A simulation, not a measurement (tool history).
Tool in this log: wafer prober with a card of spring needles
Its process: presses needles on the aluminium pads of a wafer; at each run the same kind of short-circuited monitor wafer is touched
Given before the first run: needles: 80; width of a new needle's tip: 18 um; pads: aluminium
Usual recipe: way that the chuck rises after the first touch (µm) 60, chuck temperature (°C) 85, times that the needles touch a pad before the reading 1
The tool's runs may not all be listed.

| run | day | way that the chuck rises after the first touch (µm) | chuck temperature (°C) | times that the needles touch a pad before the reading | resistance of one needle with its contact and lead (mohm) | way that a needle slides on the pad (µm) |
|---|---|---|---|---|---|---|
| 1 | 0 | 60 | 85 | 1 | 161 | 7.63 |
|  | 0.329 | tips cleaned on abrasive film |
|  | 0.988 | tips cleaned on abrasive film |
|  | 1.8 | tips cleaned on abrasive film |
| 2 | 2.454 | 60 | 85 | 1 | 166 | 7.58 |
|  | 2.617 | tips cleaned on abrasive film |
|  | 3.271 | tips cleaned on abrasive film |
|  | 4.075 | tips cleaned on abrasive film |
|  | 4.888 | tips cleaned on abrasive film |
| 3 | 5.154 | 60 | 85 | 1 | 156 | 7.54 |
|  | 5.646 | tips cleaned on abrasive film |
|  | 6.3 | tips cleaned on abrasive film |
|  | 6.958 | tips cleaned on abrasive film |
|  | 7.612 | tips cleaned on abrasive film |
|  | 8.4 | tips cleaned on abrasive film |
| 4 | 8.4 | 60 | 85 | 1 | 147 | 7.52 |
|  | 9.217 | tips cleaned on abrasive film |
|  | 10.025 | tips cleaned on abrasive film |
|  | 10.833 | tips cleaned on abrasive film |
| 5 | 11.4 | 60 | 85 | 1 | 163 | 7.47 |
|  | 11.567 | tips cleaned on abrasive film |
|  | 12.221 | tips cleaned on abrasive film |
|  | 13.042 | tips cleaned on abrasive film |
|  | 13.858 | tips cleaned on abrasive film |
| 6 | 14.133 | 60 | 85 | 1 | 160 | 7.44 |
|  | 14.625 | tips cleaned on abrasive film |
|  | 14.967 | height of the first contact set anew |
|  | 15.296 | tips cleaned on abrasive film |
|  | 16.1 | tips cleaned on abrasive film |
|  | 16.754 | tips cleaned on abrasive film |
|  | 17.508 | tips cleaned on abrasive film |
| 7 | 17.508 | 60 | 85 | 2 | 147 | 7.65 |
|  | 18.321 | tips cleaned on abrasive film |
|  | 18.975 | tips cleaned on abrasive film |
|  | 19.779 | tips cleaned on abrasive film |
|  | 20.438 | tips cleaned on abrasive film, once more |
| 8 | 20.833 | 60 | 85 | 2 | 155 | 7.61 |
|  | 21.167 | tips cleaned on abrasive film |
|  | 21.975 | tips cleaned on abrasive film |
|  | 22.792 | tips cleaned on abrasive film |
| 9 | 23.017 | 60 | 85 | 2 | 148 | 7.6 |
|  | 23.504 | tips cleaned on abrasive film |
|  | 24.304 | tips cleaned on abrasive film |
|  | 24.958 | tips cleaned on abrasive film |
|  | 25.617 | tips cleaned on abrasive film |
| 10 | 25.621 | 60 | 85 | 2 | 147 | 7.53 |
|  | 26.275 | tips cleaned on abrasive film |
|  | 27.096 | tips cleaned on abrasive film |
|  | 27.75 | tips cleaned on abrasive film |
|  | 28.408 | tips cleaned on abrasive film |
| 11 | 28.542 | 60 | 85 | 2 | 149 | 7.5 |
|  | 29.196 | tips cleaned on abrasive film |
|  | 29.854 | tips cleaned on abrasive film |
|  | 30.508 | tips cleaned on abrasive film |
|  | 31.321 | tips cleaned on abrasive film |
| 12 | 31.575 | 60 | 85 | 1 | 158 | 7.48 |
|  | 32.038 | tips cleaned on abrasive film |
|  | 32.812 | tips cleaned on abrasive film |
|  | 33.633 | tips cleaned on abrasive film |
|  | 34.288 | tips cleaned on abrasive film |
| 13 | 34.662 | 60 | 85 | 1 | 160 | 7.45 |
|  | 34.838 | height of the first contact set anew |
|  | 35.004 | tips cleaned on abrasive film |
|  | 35.808 | tips cleaned on abrasive film |
| 14 | 36.071 | 72 | 102 | 1 | 152 | 9.18 |
|  | 36.567 | tips cleaned on abrasive film |
|  | 37.221 | tips cleaned on abrasive film |
|  | 38.042 | tips cleaned on abrasive film |
|  | 38.696 | tips cleaned on abrasive film |
|  | 39.433 | tips cleaned on abrasive film |
| 15 | 39.433 | 60 | 107 | 2 | 150 | 7.61 |
|  | 40.246 | tips cleaned on abrasive film |
|  | 40.9 | tips cleaned on abrasive film |
| 16 | 41.417 | 49 | 85 | 1 | 181 | 6.19 |
|  | 41.588 | tips cleaned on abrasive film |
|  | 42.242 | tips cleaned on abrasive film |
|  | 43.058 | tips cleaned on abrasive film |
|  | 43.867 | tips cleaned on abrasive film |
| 17 | 44.146 | 64 | 90 | 2 | 153 | 8.08 |
|  | 44.621 | tips cleaned on abrasive film |
|  | 45.425 | tips cleaned on abrasive film |
|  | 46.225 | tips cleaned on abrasive film |
|  | 46.883 | tips cleaned on abrasive film |
| 18 | 47.433 | 55 | 34 | 2 | 151 | 6.88 |
|  | 47.583 | tips cleaned on abrasive film |
|  | 48.238 | tips cleaned on abrasive film |
|  | 48.896 | tips cleaned on abrasive film |
|  | 49.55 | tips cleaned on abrasive film |
|  | 50.208 | tips cleaned on abrasive film |
| 19 | 50.621 | 44 | 123 | 1 | 190 | 5.44 |
|  | 50.942 | tips cleaned on abrasive film |
|  | 51.746 | tips cleaned on abrasive film |
|  | 52.567 | tips cleaned on abrasive film |
|  | 53.375 | tips cleaned on abrasive film |
| 20 | 53.504 | 44 | 27 | 2 | 154 | 5.36 |
|  | 54.158 | tips cleaned on abrasive film |
|  | 54.817 | tips cleaned on abrasive film |
|  | 54.829 | height of the first contact set anew |
|  | 55.483 | tips cleaned on abrasive film |
|  | 56.288 | tips cleaned on abrasive film |
| 21 | 56.721 | 56 | 35 | 2 | 151 | 7.16 |
|  | 57.05 | tips cleaned on abrasive film |
|  | 57.708 | tips cleaned on abrasive film |
|  | 58.525 | tips cleaned on abrasive film |
|  | 59.183 | tips cleaned on abrasive film |
| 22 | 59.433 | 56 | 35 | 2 | 150 | 7.13 |
|  | 59.904 | tips cleaned on abrasive film |
|  | 60.562 | tips cleaned on abrasive film |
|  | 61.358 | tips cleaned on abrasive film |
| 23 | 61.525 | 56 | 35 | 2 | 148 | 7.08 |
|  | 62.017 | tips cleaned on abrasive film |
|  | 62.825 | tips cleaned on abrasive film |
|  | 63.646 | tips cleaned on abrasive film |
| 24 | 63.796 | 76 | 94 | 3 | 146 | 9.59 |
|  | 64.442 | tips cleaned on abrasive film |
|  | 65.096 | tips cleaned on abrasive film |
|  | 65.908 | tips cleaned on abrasive film |
| 25 | 66.012 | 76 | 106 | 3 | 148 | 9.61 |
|  | 66.629 | tips cleaned on abrasive film |
|  | 67.442 | tips cleaned on abrasive film |
|  | 68.262 | tips cleaned on abrasive film |
|  | 68.917 | tips cleaned on abrasive film |
| 26 | 69.221 | 76 | 106 | 3 | 150 | 9.58 |

Consider 3 possible next runs. They are alternatives, not a sequence: every one starts from the tool as it was left by run 26. What does each give?
|  | 69.7 | tips cleaned on abrasive film |
|  | 70.354 | tips cleaned on abrasive film |
|  | 71.162 | tips cleaned on abrasive film |
| A | 71.388 | 76 | 44 | 3 | ? | ? |
|  | 69.7 | tips cleaned on abrasive film |
|  | 70.354 | tips cleaned on abrasive film |
|  | 71.162 | tips cleaned on abrasive film |
| B | 71.388 | 48 | 83 | 2 | ? | ? |
|  | 69.7 | tips cleaned on abrasive film |
|  | 70.354 | tips cleaned on abrasive film |
|  | 71.162 | tips cleaned on abrasive film |
| C | 71.388 | 71 | 101 | 1 | ? | ? |

| run | resistance of one needle with its contact and lead (mohm) | way that a needle slides on the pad (µm) |
|---|---|---|
| A | 140 | 9.55 |
| B | 163 | 5.96 |
| C | 156 | 8.89 |
Without the tool's hidden state the same runs would have given:
| run | resistance of one needle with its contact and lead (mohm) | way that a needle slides on the pad (µm) |
|---|---|---|
| A | 134 | 9.75 |
| B | 146 | 6.16 |
| C | 143 | 9.1 |

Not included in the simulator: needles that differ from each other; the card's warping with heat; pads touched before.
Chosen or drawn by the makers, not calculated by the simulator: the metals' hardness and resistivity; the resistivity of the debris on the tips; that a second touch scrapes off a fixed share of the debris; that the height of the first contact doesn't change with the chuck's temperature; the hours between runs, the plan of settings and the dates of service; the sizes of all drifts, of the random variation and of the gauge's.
